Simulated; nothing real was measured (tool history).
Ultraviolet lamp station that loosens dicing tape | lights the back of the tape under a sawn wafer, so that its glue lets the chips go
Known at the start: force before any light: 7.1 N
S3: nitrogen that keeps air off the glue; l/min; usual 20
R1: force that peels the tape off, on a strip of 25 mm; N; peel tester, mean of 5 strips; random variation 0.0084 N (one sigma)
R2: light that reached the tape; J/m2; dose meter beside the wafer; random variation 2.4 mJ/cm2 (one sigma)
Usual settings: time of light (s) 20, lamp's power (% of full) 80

Run 1, hour 0: usual settings. Result: R1 0.325 N, R2 2520 J/m2.
Run 2, hour 78.8: usual settings but time of light (s) 12. Result: R1 0.904 N, R2 1500 J/m2.
Run 3, hour 136.4: usual settings but time of light (s) 12. Result: R1 0.943 N, R2 1520 J/m2.
Run 4, hour 196.2: usual settings but time of light (s) 12. Result: R1 0.905 N, R2 1460 J/m2.
Run 5, hour 284.8: usual settings. Result: R1 0.328 N, R2 2500 J/m2.
Run 6, hour 372: usual settings. Result: R1 0.331 N, R2 2500 J/m2.
Run 7, hour 445: usual settings. Result: R1 0.331 N, R2 2480 J/m2.
Run 8, hour 525.7: usual settings. Result: R1 0.334 N, R2 2470 J/m2.
At hour 541.9: window cleaned of glue's vapour.
Run 9, hour 575.7: usual settings. Result: R1 0.335 N, R2 2460 J/m2.
Run 10, hour 625.2: usual settings. Result: R1 0.332 N, R2 2490 J/m2.
Run 11, hour 713.7: usual settings. Result: R1 0.334 N, R2 2510 J/m2.
Run 12, hour 784.1: usual settings. Result: R1 0.346 N, R2 2510 J/m2.
Run 13, hour 852.7: usual settings. Result: R1 0.348 N, R2 2490 J/m2.
Run 14, hour 927: usual settings. Result: R1 0.324 N, R2 2470 J/m2.
Run 15, hour 976.8: usual settings. Result: R1 0.338 N, R2 2510 J/m2.
Run 16, hour 1068.3: usual settings. Result: R1 0.321 N, R2 2500 J/m2.
At hour 1083.8: window cleaned of glue's vapour.
Run 17, hour 1164.6: usual settings. Result: R1 0.318 N, R2 2510 J/m2.
Run 18, hour 1220.3: usual settings. Result: R1 0.335 N, R2 2470 J/m2.
Run 19, hour 1282.7: usual settings but lamp's power (% of full) 69. Result: R1 0.43 N, R2 2120 J/m2.
Run 20, hour 1357.5: usual settings but lamp's power (% of full) 69. Result: R1 0.439 N, R2 2110 J/m2.
Run 21, hour 1421.7: usual settings. Result: R1 0.336 N, R2 2500 J/m2.
At hour 1451: lamp changed.
Run 22, hour 1523.9: usual settings but time of light (s) 15, lamp's power (% of full) 60. Result: R1 1.035 N, R2 1420 J/m2.
Run 23, hour 1610.9: usual settings but time of light (s) 15, lamp's power (% of full) 60. Result: R1 1.032 N, R2 1400 J/m2.
At hour 1625.8: window cleaned of glue's vapour.
Run 24, hour 1691.8: usual settings but time of light (s) 15, lamp's power (% of full) 84, S3 35 l/min. Result: R1 0.379 N, R2 1960 J/m2.
Run 25, hour 1793.7: usual settings but time of light (s) 32, lamp's power (% of full) 86, S3 35 l/min. Result: R1 0.173 N, R2 4300 J/m2.
Run 26, hour 1897.9: usual settings but time of light (s) 32, lamp's power (% of full) 86, S3 35 l/min. Result: R1 0.182 N, R2 4310 J/m2.
Run 27, hour 1983: usual settings but time of light (s) 32, lamp's power (% of full) 86, S3 35 l/min. Result: R1 0.177 N, R2 4310 J/m2.
Run 28, hour 2083.6: usual settings but time of light (s) 16, lamp's power (% of full) 91, S3 32 l/min. Result: R1 0.309 N, R2 2290 J/m2.
Run 29, hour 2126: usual settings but time of light (s) 16, lamp's power (% of full) 91, S3 32 l/min. Result: R1 0.323 N, R2 2310 J/m2.
At hour 2168.7: window cleaned of glue's vapour.
Run 30, hour 2179.6: usual settings. Result: R1 0.334 N, R2 2480 J/m2.
Run 31, hour 2275.1: usual settings but lamp's power (% of full) 65. Result: R1 0.513 N, R2 2020 J/m2.
Run 32, hour 2332.5: usual settings but time of light (s) 26, lamp's power (% of full) 61. Result: R1 0.344 N, R2 2470 J/m2.
Run 33, hour 2415: usual settings but S3 8 l/min. Result: R1 0.666 N, R2 2490 J/m2.
Run 34, hour 2466.6: usual settings but time of light (s) 16, lamp's power (% of full) 83, S3 12 l/min. Result: R1 0.686 N, R2 2050 J/m2.
Run 35, hour 2561.4: usual settings but time of light (s) 23, lamp's power (% of full) 87, S3 32 l/min. Result: R1 0.2 N, R2 3090 J/m2.
Run 36, hour 2651.5: usual settings but time of light (s) 23, lamp's power (% of full) 76, S3 11 l/min. Result: R1 0.416 N, R2 2710 J/m2.
At hour 2710.4: window cleaned of glue's vapour.
Run 37, hour 2716: usual settings but time of light (s) 23, lamp's power (% of full) 76, S3 11 l/min. Result: R1 0.444 N, R2 2740 J/m2.
Run 38, hour 2806.2: usual settings but time of light (s) 23, lamp's power (% of full) 76, S3 11 l/min. Result: R1 0.441 N, R2 2770 J/m2.
Run 39, hour 2907.3: usual settings but time of light (s) 34, S3 30 l/min. Result: R1 0.181 N, R2 4210 J/m2.
Run 40, hour 3005.7: usual settings but time of light (s) 24, lamp's power (% of full) 75, S3 30 l/min. Result: R1 0.219 N, R2 2790 J/m2.
Run 41, hour 3101.7: usual settings but time of light (s) 24, lamp's power (% of full) 75, S3 30 l/min. Result: R1 0.225 N, R2 2760 J/m2.

5 ways to go on from here, each from the tool as it stands after run 41. What would each give?
Run A, hour 3182.3: usual settings but time of light (s) 29, lamp's power (% of full) 69, S3 23 l/min. Result: R1 ?, R2 ?.
Run B, hour 3182.3: usual settings but time of light (s) 24, lamp's power (% of full) 70, S3 30 l/min. Result: R1 ?, R2 ?.
Run C, hour 3182.3: usual settings but time of light (s) 27, lamp's power (% of full) 75, S3 28 l/min. Result: R1 ?, R2 ?.
Run D, hour 3182.3: usual settings but time of light (s) 24, S3 9 l/min. Result: R1 ?, R2 ?.
Run E, hour 3182.3: usual settings but time of light (s) 37, lamp's power (% of full) 64, S3 15 l/min. Result: R1 ?, R2 ?.

run     R1    R2
  A  0.215  3100
  B  0.257  2610
  C  0.222  3140
  D  0.416  2980
  E  0.229  3710
Without the tool's hidden state the same runs would have given:
run     R1    R2
  A  0.214  3110
  B  0.256  2620
  C  0.221  3150
  D  0.414  2990
  E  0.229  3720

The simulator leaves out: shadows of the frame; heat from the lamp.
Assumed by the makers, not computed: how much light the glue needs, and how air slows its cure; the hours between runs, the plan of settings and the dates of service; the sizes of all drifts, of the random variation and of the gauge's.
